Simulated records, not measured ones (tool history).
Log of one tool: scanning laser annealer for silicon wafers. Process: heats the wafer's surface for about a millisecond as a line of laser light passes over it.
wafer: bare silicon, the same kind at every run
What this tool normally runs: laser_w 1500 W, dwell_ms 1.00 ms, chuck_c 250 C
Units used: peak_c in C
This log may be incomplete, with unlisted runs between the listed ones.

run    hour  laser_w  dwell_ms  chuck_c  peak_c
  1     0.0     1500      1.00      250     996
  2    57.6     1500      1.00      250     995
  3    99.3     1500      1.00      250     996
  4   136.0     1500      0.72      250     884
  5   193.6     1500      0.72      250     884
  6   240.6     1500      0.72      229     862
  7   273.3     1375      1.00      250     924
  8   337.3     1375      1.00      250     923
  9   390.5     1375      1.00      250     925
 10   462.1     1500      1.00      250     992
 11   532.4     1500      1.00      250     988
 12   573.1     1500      1.00      250     988
 13   619.7     1641      1.00      250    1064
      678.1  -- window over the wafer cleaned
 14   679.5     1641      1.00      250    1057
 15   734.7     1612      0.99      247    1035
 16   766.6     1583      0.82      234     936
 17   818.8     1492      0.82      213     871
 18   879.1     1492      0.75      268     895
 19   943.7     1492      0.75      268     891
      974.0  -- window over the wafer cleaned, once more
 20  1011.9     1492      0.75      268     917
 21  1076.3     1496      0.86      274     965
 22  1110.6     1496      0.86      274     967
 23  1158.1     1496      0.90      274     983
 24  1201.5     1496      0.90      274     982
 25  1252.8     1496      0.90      274     977
 26  1322.6     1500      0.99      246     987
 27  1376.4     1577      0.95      246    1014

What if the next run were any one of these 4? Each begins from the tool's condition after run 27:
  A  1414.7     1468      0.95      246       ?
  B  1414.7     1344      0.84      246       ?
  C  1414.7     1599      1.09      246       ?
  D  1414.7     1500      1.00      212       ?

run  peak_c
  A     952
  B     852
  C    1080
  D     958
Take away the tool's hidden state, keep each run's random variation, and the runs would have read:
run  peak_c
  A     971
  B     868
  C    1102
  D     978

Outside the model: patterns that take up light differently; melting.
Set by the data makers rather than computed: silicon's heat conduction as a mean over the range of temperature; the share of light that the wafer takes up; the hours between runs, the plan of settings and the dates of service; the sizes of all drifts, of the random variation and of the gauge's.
